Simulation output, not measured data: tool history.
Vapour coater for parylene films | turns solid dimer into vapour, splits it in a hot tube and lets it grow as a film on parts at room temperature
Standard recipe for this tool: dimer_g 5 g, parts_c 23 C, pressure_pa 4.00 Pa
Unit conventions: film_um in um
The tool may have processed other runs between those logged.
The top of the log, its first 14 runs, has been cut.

run   hour  dimer_g  parts_c  pressure_pa  hours of work since the trap's valve was overhauled  hours of work since the table's thermometer was calibrated  film_um
 15  176.7        5       23         4.00                                                   20                                                         203    1.392
 16  187.6        5       27         4.00                                                   27                                                         210    1.290
 17  197.7        5       27         4.00                                                   34                                                         217    1.301
 18  207.2        5       27         4.00                                                   41                                                         224    1.271
 19  223.7        5       23         4.00                                                   52                                                         235    1.378
 20  232.2        5       23         4.00                                                   58                                                         241    1.360
 21  241.5        5       23         4.00                                                   64                                                         248    1.368
 22  256.0        6       23         4.00                                                   75                                                         258    1.645
 23  270.5        2       19         2.67                                                   85                                                         268    0.608
 24  280.6        2       19         2.67                                                   92                                                         275    0.614
 25  293.9        8       16         3.42                                                  101                                                         284    2.533

What will run 26 give?
 26  307.0        8       16         3.42                                                  110                                                         293        ?

Logged for run 26: film_um 2.516 um.
Had the tool carried no hidden state, the very same run would have given film_um 2.518 um.
